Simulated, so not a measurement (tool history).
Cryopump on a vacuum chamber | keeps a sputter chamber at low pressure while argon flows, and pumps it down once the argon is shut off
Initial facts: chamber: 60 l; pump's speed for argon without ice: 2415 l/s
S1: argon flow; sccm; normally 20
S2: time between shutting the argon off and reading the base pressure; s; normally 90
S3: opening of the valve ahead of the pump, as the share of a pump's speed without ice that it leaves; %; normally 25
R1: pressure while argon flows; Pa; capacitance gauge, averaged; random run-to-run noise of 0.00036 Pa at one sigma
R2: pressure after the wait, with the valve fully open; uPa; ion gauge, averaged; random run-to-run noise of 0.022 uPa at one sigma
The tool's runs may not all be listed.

run   hour  S1   S2  S3      R1    R2
  1    0.0  20   90  25  0.0576  1.09
  2   12.9  20   90  25  0.0580  1.10
  3   28.9  20   90  25  0.0575  1.08
  4   49.5  20   90  25  0.0582  1.08
  5   67.6  20   90  25  0.0579  1.11
  6   90.5  20   90  50  0.0300  1.12
  7  109.7  20   90  47  0.0327  1.08
  8  122.9  20   90  47  0.0322  1.19
  9  142.8  30   90  47  0.0486  1.17
 10  161.6  30   90  47  0.0489  1.13
 11  180.4  30   90  47  0.0492  1.16
 12  201.0  20   90  25  0.0595  1.16
 13  223.1  20   90  23  0.0638  1.15
 14  240.8  20   90  23  0.0642  1.14
 15  260.1  20   90  23  0.0642  1.16
 16  283.4  20   90  25  0.0594  1.16
 17  306.9  20   54  25  0.0595  1.52
 18  323.1  16   54  25  0.0473  1.59
 19  339.6  20   27  25  0.0595  2.57
 20  357.6  20   27  25  0.0594  2.50
 21  376.5  31  141  24  0.0955  1.05
 22  392.4  29   90  20  0.1075  1.21
 23  410.1  29   90  20  0.1062  1.25
 24  436.0  25   90  25  0.0751  1.27
 25  460.8  25   42  53  0.0383  1.93
 26  474.4  20   90  43  0.0366  1.30
 27  485.8  17  221  43  0.0314  0.97
 28  506.1  20  123  25  0.0597  1.13
 29  519.9  33   61  44  0.0602  1.64
 30  533.8  33   61  44  0.0597  1.60
 31  546.2  21  173  28  0.0574  1.12
 32  570.5  21   70  37  0.0440  1.45
 33  583.1  21   70  37  0.0448  1.45
 34  601.1  20   90  25  0.0604  1.40

Consider 3 possible next runs. They are alternatives, not a sequence: every one starts from the tool as it was left by run 34. What does each give?
  A  621.7  20  90  59   ?   ?
  B  621.7  20  49  25   ?   ?
  C  621.7  39  90  43   ?   ?

run      R1    R2
  A  0.0287  1.32
  B  0.0613  1.86
  C  0.0735  1.35
Without the tool's hidden state the same runs would have given:
run      R1    R2
  A  0.0238  0.65
  B  0.0563  1.17
  C  0.0638  0.69
